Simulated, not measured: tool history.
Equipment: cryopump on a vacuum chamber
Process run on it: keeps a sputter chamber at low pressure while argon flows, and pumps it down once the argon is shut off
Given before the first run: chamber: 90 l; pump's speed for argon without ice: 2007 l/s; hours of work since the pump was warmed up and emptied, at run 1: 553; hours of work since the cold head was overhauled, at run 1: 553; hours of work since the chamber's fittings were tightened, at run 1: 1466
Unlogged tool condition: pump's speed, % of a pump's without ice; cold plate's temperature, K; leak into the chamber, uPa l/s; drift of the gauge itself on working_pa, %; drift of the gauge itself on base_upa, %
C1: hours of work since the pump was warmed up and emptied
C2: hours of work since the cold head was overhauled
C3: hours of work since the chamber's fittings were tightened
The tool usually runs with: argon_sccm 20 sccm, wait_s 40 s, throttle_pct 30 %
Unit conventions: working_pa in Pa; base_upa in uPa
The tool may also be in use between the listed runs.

run 1 hour=0.0 | argon_sccm=20 wait_s=40 throttle_pct=30 | C1=553 C2=553 C3=1466 | working_pa=0.0584 base_upa=3.24
run 2 hour=11.1 | argon_sccm=20 wait_s=40 throttle_pct=30 | C1=561 C2=561 C3=1474 | working_pa=0.0594 base_upa=3.20
run 3 hour=21.6 | argon_sccm=20 wait_s=40 throttle_pct=30 | C1=568 C2=568 C3=1481 | working_pa=0.0588 base_upa=3.24
run 4 hour=37.3 | argon_sccm=20 wait_s=40 throttle_pct=30 | C1=578 C2=578 C3=1491 | working_pa=0.0600 base_upa=3.26
run 5 hour=51.7 | argon_sccm=20 wait_s=40 throttle_pct=30 | C1=588 C2=588 C3=1501 | working_pa=0.0592 base_upa=3.36
run 6 hour=71.4 | argon_sccm=20 wait_s=40 throttle_pct=30 | C1=601 C2=601 C3=1514 | working_pa=0.0594 base_upa=3.29
run 7 hour=94.5 | argon_sccm=20 wait_s=40 throttle_pct=30 | C1=617 C2=617 C3=1530 | working_pa=0.0604 base_upa=3.35
run 8 hour=110.6 | argon_sccm=20 wait_s=40 throttle_pct=30 | C1=628 C2=628 C3=1540 | working_pa=0.0606 base_upa=3.44
run 9 hour=130.3 | argon_sccm=20 wait_s=40 throttle_pct=30 | C1=641 C2=641 C3=1554 | working_pa=0.0600 base_upa=3.33
run 10 hour=152.2 | argon_sccm=20 wait_s=40 throttle_pct=31 | C1=655 C2=655 C3=1568 | working_pa=0.0586 base_upa=3.50
run 11 hour=168.0 | argon_sccm=20 wait_s=40 throttle_pct=30 | C1=666 C2=666 C3=1579 | working_pa=0.0602 base_upa=3.45
run 12 hour=187.6 | argon_sccm=20 wait_s=40 throttle_pct=30 | C1=679 C2=679 C3=1592 | working_pa=0.0602 base_upa=3.40
run 13 hour=201.8 | argon_sccm=20 wait_s=40 throttle_pct=30 | C1=689 C2=689 C3=1602 | working_pa=0.0611 base_upa=3.51
run 14 hour=221.7 | argon_sccm=20 wait_s=40 throttle_pct=30 | C1=702 C2=702 C3=1615 | working_pa=0.0618 base_upa=3.44
run 15 hour=244.9 | argon_sccm=20 wait_s=40 throttle_pct=16 | C1=717 C2=717 C3=1630 | working_pa=0.1102 base_upa=3.52
run 16 hour=262.6 | argon_sccm=20 wait_s=40 throttle_pct=30 | C1=729 C2=729 C3=1642 | working_pa=0.0607 base_upa=3.57
run 17 hour=274.5 | argon_sccm=20 wait_s=40 throttle_pct=30 | C1=737 C2=737 C3=1650 | working_pa=0.0608 base_upa=3.64
run 18 hour=284.3 | argon_sccm=20 wait_s=40 throttle_pct=30 | C1=744 C2=744 C3=1657 | working_pa=0.0609 base_upa=3.63
run 19 hour=296.3 | argon_sccm=10 wait_s=40 throttle_pct=16 | C1=752 C2=752 C3=1665 | working_pa=0.0548 base_upa=3.59
run 20 hour=315.4 | argon_sccm=10 wait_s=40 throttle_pct=16 | C1=765 C2=765 C3=1678 | working_pa=0.0550 base_upa=3.63
run 21 hour=330.0 | argon_sccm=20 wait_s=63 throttle_pct=30 | C1=774 C2=774 C3=1687 | working_pa=0.0611 base_upa=3.24
run 22 hour=349.7 | argon_sccm=19 wait_s=217 throttle_pct=30 | C1=788 C2=788 C3=1701 | working_pa=0.0582 base_upa=2.54
run 23 hour=370.9 | argon_sccm=12 wait_s=67 throttle_pct=40 | C1=802 C2=802 C3=1715 | working_pa=0.0289 base_upa=3.23
run 24 hour=382.0 | argon_sccm=22 wait_s=40 throttle_pct=30 | C1=809 C2=809 C3=1722 | working_pa=0.0676 base_upa=3.64
run 25 hour=396.8 | argon_sccm=22 wait_s=40 throttle_pct=30 | C1=819 C2=819 C3=1732 | working_pa=0.0674 base_upa=3.73
run 26 hour=411.9 | argon_sccm=16 wait_s=267 throttle_pct=47 | C1=829 C2=829 C3=1742 | working_pa=0.0334 base_upa=2.65
run 27 hour=423.9 | argon_sccm=16 wait_s=267 throttle_pct=47 | C1=837 C2=837 C3=1750 | working_pa=0.0326 base_upa=2.66
run 28 hour=439.1 | argon_sccm=16 wait_s=267 throttle_pct=47 | C1=847 C2=847 C3=1760 | working_pa=0.0330 base_upa=2.72
run 29 hour=462.1 | argon_sccm=16 wait_s=267 throttle_pct=47 | C1=863 C2=863 C3=1776 | working_pa=0.0335 base_upa=2.73
run 30 hour=481.4 | argon_sccm=20 wait_s=66 throttle_pct=43 | C1=876 C2=876 C3=1789 | working_pa=0.0452 base_upa=3.34
run 31 hour=493.8 | argon_sccm=14 wait_s=43 throttle_pct=19 | C1=884 C2=884 C3=1797 | working_pa=0.0662 base_upa=3.81
run 32 hour=514.4 | argon_sccm=20 wait_s=21 throttle_pct=19 | C1=898 C2=898 C3=1811 | working_pa=0.0947 base_upa=5.29
run 33 hour=536.1 | argon_sccm=21 wait_s=75 throttle_pct=30 | C1=912 C2=912 C3=1825 | working_pa=0.0659 base_upa=3.33
-- hour=549.3 pump warmed up, emptied and cooled again
run 34 hour=552.4 | argon_sccm=21 wait_s=20 throttle_pct=30 | C1=2 C2=920 C3=1833 | working_pa=0.0587 base_upa=4.53
run 35 hour=574.3 | argon_sccm=9 wait_s=243 throttle_pct=29 | C1=17 C2=935 C3=1848 | working_pa=0.0271 base_upa=2.19

Some steps in working_pa between neighbouring runs. How much of each would the tool show without its hidden state too (settings, what came in, random variation), and how much is left for the hidden state, with any gauge scatter that isn't in both results?
Run 14 -> 15: throttle_pct 30 -> 16. working_pa +0.0484 Pa: hidden state +0.0002, all else +0.0482.
Run 15 -> 16: throttle_pct 16 -> 30. working_pa -0.0495 Pa: hidden state +0.0001, all else -0.0496.
Run 20 -> 21: argon_sccm 10 -> 20, wait_s 40 -> 63, throttle_pct 16 -> 30. working_pa +0.0061 Pa: hidden state +0.0026, all else +0.0035.
Run 23 -> 24: argon_sccm 12 -> 22, wait_s 67 -> 40, throttle_pct 40 -> 30. working_pa +0.0387 Pa: hidden state +0.0027, all else +0.0360.
Run 33 -> 34: wait_s 75 -> 20, pump warmed up, emptied and cooled again. working_pa -0.0072 Pa: hidden state -0.0066, all else -0.0006.
